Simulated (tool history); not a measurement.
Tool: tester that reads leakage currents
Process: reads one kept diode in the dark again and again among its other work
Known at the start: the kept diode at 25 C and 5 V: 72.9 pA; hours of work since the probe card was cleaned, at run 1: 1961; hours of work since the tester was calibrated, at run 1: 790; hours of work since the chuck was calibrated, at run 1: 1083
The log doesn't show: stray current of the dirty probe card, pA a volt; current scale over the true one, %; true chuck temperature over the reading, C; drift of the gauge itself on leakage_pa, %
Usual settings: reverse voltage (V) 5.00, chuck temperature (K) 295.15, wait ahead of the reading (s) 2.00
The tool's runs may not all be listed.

run,day,reverse voltage (V),chuck temperature (K),wait ahead of the reading (s),hours of work since the probe card was cleaned,hours of work since the tester was calibrated,hours of work since the chuck was calibrated,current that the tester gives (pA)
1,0.000,5.00,295.15,2.00,1961,790,1083,69.13
2,3.508,5.00,295.15,2.00,2001,830,1123,70.13
3,6.571,5.00,295.15,3.63,2035,864,1157,69.32
4,9.567,5.00,295.15,2.00,2069,898,1191,70.15
5,12.558,5.00,295.15,2.00,2103,932,1225,70.45
6,14.779,5.00,295.15,2.00,2128,957,1250,70.73
7,17.421,5.00,295.15,5.73,2158,987,1280,70.29
8,19.271,5.00,295.15,5.73,2179,1008,1301,70.53
9,21.896,5.00,295.15,2.00,2208,1037,1330,71.43
10,23.779,5.00,295.15,2.00,2230,1059,1351,71.44
11,27.546,5.00,295.15,2.00,2272,1101,1394,71.71
12,30.596,5.00,295.15,2.00,2307,1136,1428,72.11
13,34.121,5.00,295.15,1.82,2346,1176,1468,72.41
14,36.592,5.00,295.15,1.82,2374,1203,1496,72.75
15,38.592,5.94,295.15,2.00,2397,1226,1519,80.72
16,42.083,5.94,295.15,2.00,2436,1265,1558,80.62
17,44.979,5.00,295.15,2.00,2469,1298,1591,73.52
# day 45.275: probe card cleaned and baked
18,47.612,5.00,321.15,2.00,26,1327,1619,425.80
19,50.688,5.00,331.15,2.00,61,1361,1654,796.92
# day 54.267: chuck's temperature calibrated
20,54.267,5.00,331.15,2.00,101,1401,0,703.37
21,57.929,2.85,295.15,1.35,142,1442,41,43.00
22,60.442,2.85,295.15,1.35,170,1470,70,43.10
23,64.212,13.90,297.15,10.00,213,1513,112,121.67
24,67.912,5.00,304.15,9.81,255,1555,154,115.37
25,71.696,2.24,307.15,0.88,298,1598,197,92.23
26,73.704,2.24,328.15,1.49,320,1620,220,376.45
27,77.112,6.56,299.15,2.00,359,1659,258,94.89
28,79.446,6.56,299.15,8.27,385,1685,284,94.34
29,82.212,6.56,322.15,1.04,416,1716,316,471.82
30,85.846,6.56,322.15,1.04,457,1757,357,473.98
31,88.233,6.56,322.15,1.04,484,1784,384,475.37
32,89.817,6.56,322.15,1.04,502,1802,402,477.71
33,93.379,1.29,322.15,7.28,542,1843,442,190.79
34,95.908,2.30,329.15,7.48,571,1871,470,414.22
35,98.462,2.20,297.15,2.00,600,1900,499,45.06
36,100.896,14.81,299.15,1.14,627,1927,527,158.41
37,102.725,8.15,317.15,1.24,648,1948,547,392.27
38,106.162,5.00,309.15,0.78,687,1987,586,172.99
39,109.383,5.00,309.15,0.78,723,2023,623,173.60
40,111.196,5.00,295.15,0.49,744,2044,643,65.75

How the hidden state differs across the entries between the runs, from the last listed run before each to the first after it:
Between runs 17 and 18: probe card cleaned and baked (day 45.275)
  stray current of the dirty probe card, pA a volt: 1.12 -> 0.036; current scale over the true one, %: -1.03 -> -1.05; true chuck temperature over the reading, C: 2.07 -> 2.1
  measured less the result without the state, current that the tester gives (pA): +14.79 -> +50.65
Between runs 19 and 20: chuck's temperature calibrated (day 54.267)
  stray current of the dirty probe card, pA a volt: 0.051 -> 0.068; current scale over the true one, %: -1.08 -> -1.11; true chuck temperature over the reading, C: 2.14 -> 0.01
  measured less the result without the state, current that the tester gives (pA): +90.70 -> -7.33
